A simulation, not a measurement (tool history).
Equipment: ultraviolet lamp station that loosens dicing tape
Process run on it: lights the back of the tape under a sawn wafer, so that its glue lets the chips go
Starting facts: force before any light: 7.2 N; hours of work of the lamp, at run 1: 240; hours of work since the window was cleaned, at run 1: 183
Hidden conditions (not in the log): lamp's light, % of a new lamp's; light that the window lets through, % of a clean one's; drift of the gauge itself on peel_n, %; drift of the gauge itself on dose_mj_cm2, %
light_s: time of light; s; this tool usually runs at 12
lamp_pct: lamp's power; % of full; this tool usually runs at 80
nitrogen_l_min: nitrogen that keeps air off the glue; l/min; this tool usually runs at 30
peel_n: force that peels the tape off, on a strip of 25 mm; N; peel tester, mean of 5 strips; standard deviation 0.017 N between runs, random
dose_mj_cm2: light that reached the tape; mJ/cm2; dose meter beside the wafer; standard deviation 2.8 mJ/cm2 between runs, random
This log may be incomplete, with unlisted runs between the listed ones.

run,hour,light_s,lamp_pct,nitrogen_l_min,hours of work of the lamp,hours of work since the window was cleaned,peel_n,dose_mj_cm2
1,0,12,80,30,240,183,0.84,405
2,10.9,12,80,30,246,189,0.823,404
3,19.5,12,80,30,250,194,0.795,405
4,26.9,12,80,30,254,198,0.801,398
5,34.5,12,80,30,259,202,0.79,403
6,41.8,12,80,30,263,206,0.787,401
7,47.1,12,80,30,265,209,0.804,400
8,54.6,12,80,30,270,213,0.827,405
9,65.9,12,62,30,276,219,1.244,311
10,71.1,12,62,30,279,222,1.25,306
11,77.3,12,80,39,282,226,0.693,404
12,84.4,12,80,39,286,229,0.684,406
13,92.6,12,80,31,290,234,0.816,402
14,102,12,80,31,295,239,0.824,401
15,113,8,80,30,301,245,1.618,270
16,121.2,12,80,30,306,249,0.839,399
17,130.2,11,74,35,311,254,0.976,339
18,135.4,15,74,24,313,257,0.795,467
19,146.2,15,74,24,319,263,0.759,463
20,152.8,15,74,24,323,267,0.748,462
21,160.4,15,74,24,327,271,0.731,464
22,165.4,10,79,16,330,273,1.692,332
23,176.4,10,79,16,336,279,1.731,330
24,186.3,6,85,14,341,285,3.033,212
25,191.2,20,80,30,344,287,0.325,661
26,202,7,91,39,350,293,1.377,263
27,208.6,23,81,39,353,297,0.23,780
28,215,16,69,49,357,300,0.453,464
29,219.9,16,69,28,359,303,0.668,466
30,227.9,14,88,10,364,307,1.182,510
31,233,14,88,10,367,310,1.214,518

5 ways to go on from here, each from the tool as it stands after run 31. What would each give?
A,240.9,10,88,28,371,314,?,?
B,240.9,12,80,37,371,314,?,?
C,240.9,12,62,17,371,314,?,?
D,240.9,10,88,38,371,314,?,?
E,240.9,14,88,10,371,314,?,?

run,peel_n,dose_mj_cm2
A,0.992,366
B,0.701,407
C,1.804,306
D,0.816,368
E,1.209,520
Without the tool's unlogged condition, the same runs would have read:
run,peel_n,dose_mj_cm2
A,0.988,367
B,0.698,408
C,1.798,306
D,0.812,369
E,1.204,522
